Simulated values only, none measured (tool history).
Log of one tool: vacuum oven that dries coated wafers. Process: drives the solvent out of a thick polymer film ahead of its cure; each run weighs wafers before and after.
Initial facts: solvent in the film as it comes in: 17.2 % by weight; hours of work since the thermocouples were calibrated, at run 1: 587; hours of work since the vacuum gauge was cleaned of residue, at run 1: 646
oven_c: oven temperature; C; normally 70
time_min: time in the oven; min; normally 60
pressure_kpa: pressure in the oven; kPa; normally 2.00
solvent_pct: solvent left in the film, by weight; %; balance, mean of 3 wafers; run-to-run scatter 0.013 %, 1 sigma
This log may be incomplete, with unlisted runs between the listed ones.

| run | hour | oven_c | time_min | pressure_kpa | hours of work since the thermocouples were calibrated | hours of work since the vacuum gauge was cleaned of residue | solvent_pct |
|---|---|---|---|---|---|---|---|
| 1 | 0.0 | 70 | 60 | 2.00 | 587 | 646 | 0.98 |
| 2 | 65.5 | 70 | 60 | 2.68 | 626 | 684 | 1.12 |
| 3 | 112.6 | 70 | 60 | 2.00 | 654 | 712 | 0.99 |
| 4 | 143.7 | 70 | 60 | 2.00 | 672 | 731 | 0.97 |
| 5 | 194.7 | 70 | 60 | 2.00 | 702 | 761 | 0.99 |
| 6 | 235.5 | 70 | 60 | 2.00 | 726 | 785 | 0.98 |
| 7 | 268.1 | 70 | 60 | 2.00 | 746 | 804 | 0.97 |
| 8 | 305.0 | 70 | 60 | 2.00 | 768 | 826 | 0.98 |
| 9 | 361.9 | 70 | 60 | 1.82 | 801 | 860 | 0.94 |
| 10 | 406.0 | 70 | 60 | 2.00 | 828 | 886 | 0.98 |
| 11 | 460.3 | 70 | 60 | 2.00 | 860 | 918 | 0.97 |
| 12 | 497.0 | 56 | 60 | 2.00 | 881 | 940 | 3.24 |
| 13 | 525.7 | 56 | 60 | 2.00 | 898 | 957 | 3.25 |
| 14 | 554.7 | 56 | 60 | 2.00 | 916 | 974 | 3.22 |
| 15 | 589.4 | 70 | 68 | 2.00 | 936 | 995 | 0.80 |
| 16 | 634.4 | 70 | 68 | 2.00 | 963 | 1022 | 0.82 |
| 17 | 692.9 | 70 | 68 | 2.00 | 998 | 1056 | 0.82 |
| 18 | 723.9 | 65 | 60 | 2.00 | 1016 | 1075 | 1.49 |
| 19 | 775.6 | 65 | 60 | 2.00 | 1047 | 1105 | 1.51 |
| 20 | 806.7 | 65 | 60 | 2.00 | 1065 | 1124 | 1.51 |
| 21 | 866.3 | 70 | 60 | 1.74 | 1100 | 1159 | 0.87 |
| 22 | 894.7 | 70 | 60 | 1.74 | 1117 | 1176 | 0.88 |
| 23 | 950.7 | 70 | 60 | 1.74 | 1150 | 1209 | 0.87 |
| 24 | 996.8 | 70 | 106 | 2.00 | 1178 | 1236 | 0.57 |
| 25 | 1040.7 | 70 | 106 | 2.00 | 1204 | 1262 | 0.57 |
| 26 | 1089.6 | 81 | 57 | 1.62 | 1233 | 1291 | 0.37 |
| 27 | 1127.4 | 78 | 44 | 1.03 | 1255 | 1314 | 0.54 |
|  | 1156.3 | oven's thermocouples calibrated |
| 28 | 1182.2 | 78 | 44 | 4.64 | 15 | 1345 | 1.36 |
| 29 | 1229.1 | 68 | 34 | 3.45 | 43 | 1373 | 3.52 |
| 30 | 1277.4 | 76 | 60 | 2.00 | 72 | 1401 | 0.66 |
| 31 | 1331.9 | 56 | 45 | 2.00 | 104 | 1434 | 4.93 |
| 32 | 1360.8 | 70 | 30 | 2.00 | 121 | 1451 | 3.23 |
| 33 | 1413.4 | 70 | 30 | 2.00 | 152 | 1482 | 3.23 |
| 34 | 1454.3 | 56 | 42 | 1.70 | 177 | 1506 | 5.07 |
| 35 | 1489.3 | 56 | 42 | 1.70 | 197 | 1527 | 5.09 |
| 36 | 1526.2 | 56 | 42 | 1.70 | 219 | 1549 | 5.09 |
| 37 | 1591.8 | 83 | 103 | 4.35 | 258 | 1588 | 0.68 |
| 38 | 1639.8 | 83 | 103 | 4.35 | 287 | 1616 | 0.73 |
| 39 | 1689.2 | 70 | 41 | 2.00 | 316 | 1646 | 2.04 |
| 40 | 1755.2 | 66 | 49 | 1.91 | 355 | 1685 | 2.15 |
| 41 | 1783.0 | 63 | 43 | 4.56 | 371 | 1701 | 4.03 |
| 42 | 1829.4 | 64 | 70 | 1.86 | 399 | 1729 | 1.44 |
| 43 | 1897.2 | 64 | 70 | 1.86 | 439 | 1769 | 1.47 |
| 44 | 1933.8 | 64 | 60 | 5.42 | 461 | 1790 | 2.97 |
| 45 | 1964.4 | 84 | 60 | 4.10 | 479 | 1809 | 0.67 |
| 46 | 2004.0 | 84 | 60 | 4.10 | 502 | 1832 | 0.67 |
| 47 | 2046.8 | 84 | 60 | 4.10 | 528 | 1857 | 0.67 |

What differs in the tool's unlogged condition from the final listed run ahead of each entry between runs to the first listed run following it?
Run 27 -> run 28: oven's thermocouples calibrated (hour 1156.3)
  true wafer temperature over the reading, C: 1.48 -> -0.48; true pressure over the reading, kPa: 0.167 -> 0.171
  the result without the hidden state subtracted from the measured one, solvent_pct: -0.07 -> +0.08 %

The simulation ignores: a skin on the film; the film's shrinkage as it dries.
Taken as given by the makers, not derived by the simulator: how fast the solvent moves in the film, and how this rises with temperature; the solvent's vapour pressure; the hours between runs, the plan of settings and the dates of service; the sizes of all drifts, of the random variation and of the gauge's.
